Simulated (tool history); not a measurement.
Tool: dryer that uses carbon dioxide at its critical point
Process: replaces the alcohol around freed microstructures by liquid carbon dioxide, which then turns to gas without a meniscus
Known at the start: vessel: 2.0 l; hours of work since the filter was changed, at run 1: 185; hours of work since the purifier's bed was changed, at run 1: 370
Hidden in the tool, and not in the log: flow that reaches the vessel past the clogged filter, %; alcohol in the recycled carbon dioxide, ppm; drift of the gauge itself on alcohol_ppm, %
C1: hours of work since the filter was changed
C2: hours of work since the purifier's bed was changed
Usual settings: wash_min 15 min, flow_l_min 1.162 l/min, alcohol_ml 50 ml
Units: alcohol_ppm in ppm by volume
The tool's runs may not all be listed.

Run 1, hour 0.0: usual settings; C1 185; C2 370. Result: alcohol_ppm 103 ppm by volume.
Run 2, hour 11.7: usual settings; C1 192; C2 376. Result: alcohol_ppm 103 ppm by volume.
Run 3, hour 33.3: usual settings; C1 203; C2 388. Result: alcohol_ppm 104 ppm by volume.
Run 4, hour 57.8: usual settings; C1 217; C2 401. Result: alcohol_ppm 106 ppm by volume.
Run 5, hour 74.0: usual settings; C1 226; C2 410. Result: alcohol_ppm 105 ppm by volume.
Run 6, hour 88.7: usual settings but flow_l_min 1.340 l/min; C1 234; C2 418. Result: alcohol_ppm 102 ppm by volume.
Run 7, hour 101.1: usual settings but flow_l_min 1.340 l/min; C1 241; C2 425. Result: alcohol_ppm 115 ppm by volume.
Run 8, hour 123.6: usual settings but flow_l_min 1.340 l/min; C1 253; C2 438. Result: alcohol_ppm 108 ppm by volume.
Run 9, hour 141.8: usual settings but flow_l_min 1.340 l/min; C1 263; C2 448. Result: alcohol_ppm 119 ppm by volume.
Run 10, hour 159.6: usual settings; C1 273; C2 457. Result: alcohol_ppm 116 ppm by volume.
Run 11, hour 182.9: usual settings; C1 286; C2 470. Result: alcohol_ppm 119 ppm by volume.
Run 12, hour 205.7: usual settings but wash_min 23 min, flow_l_min 1.030 l/min; C1 299; C2 483. Result: alcohol_ppm 115 ppm by volume.
Run 13, hour 223.5: usual settings but wash_min 12 min, flow_l_min 0.810 l/min, alcohol_ml 58 ml; C1 308; C2 493. Result: alcohol_ppm 501 ppm by volume.
Run 14, hour 247.2: usual settings but wash_min 12 min, flow_l_min 1.480 l/min, alcohol_ml 55 ml; C1 321; C2 506. Result: alcohol_ppm 144 ppm by volume.
Run 15, hour 259.3: usual settings but wash_min 12 min, flow_l_min 1.480 l/min, alcohol_ml 55 ml; C1 328; C2 512. Result: alcohol_ppm 134 ppm by volume.
Run 16, hour 274.1: usual settings but wash_min 12 min, flow_l_min 1.580 l/min, alcohol_ml 55 ml; C1 336; C2 521. Result: alcohol_ppm 126 ppm by volume.
Run 17, hour 301.4: usual settings but wash_min 16 min; C1 351; C2 536. Result: alcohol_ppm 147 ppm by volume.
Run 18, hour 318.3: usual settings but wash_min 12 min, alcohol_ml 79 ml; C1 361; C2 545. Result: alcohol_ppm 201 ppm by volume.
Run 19, hour 333.8: usual settings but wash_min 12 min, alcohol_ml 49 ml; C1 369; C2 554. Result: alcohol_ppm 186 ppm by volume.
Run 20, hour 356.6: usual settings but wash_min 12 min, flow_l_min 1.230 l/min, alcohol_ml 49 ml; C1 382; C2 566. Result: alcohol_ppm 179 ppm by volume.
Run 21, hour 367.9: usual settings but wash_min 12 min, flow_l_min 1.230 l/min, alcohol_ml 49 ml; C1 388; C2 572. Result: alcohol_ppm 160 ppm by volume.

5 ways to go on from here, each from the tool as it stands after run 21. What would each give?
Run A, hour 383.9: usual settings but wash_min 13 min, flow_l_min 0.790 l/min, alcohol_ml 26 ml; C1 397; C2 581. Result: alcohol_ppm ?.
Run B, hour 383.9: usual settings but wash_min 11 min, flow_l_min 1.700 l/min, alcohol_ml 30 ml; C1 397; C2 581. Result: alcohol_ppm ?.
Run C, hour 383.9: usual settings but wash_min 12 min, flow_l_min 1.230 l/min, alcohol_ml 44 ml; C1 397; C2 581. Result: alcohol_ppm ?.
Run D, hour 383.9: usual settings but wash_min 9 min, flow_l_min 1.400 l/min, alcohol_ml 83 ml; C1 397; C2 581. Result: alcohol_ppm ?.
Run E, hour 383.9: usual settings but wash_min 17 min, flow_l_min 1.800 l/min; C1 397; C2 581. Result: alcohol_ppm ?.

run  alcohol_ppm
  A          275
  B          145
  C          173
  D          269
  E          155
Without the tool's hidden state the same runs would have given:
run  alcohol_ppm
  A          104
  B            9
  C           27
  D           91
  E           14
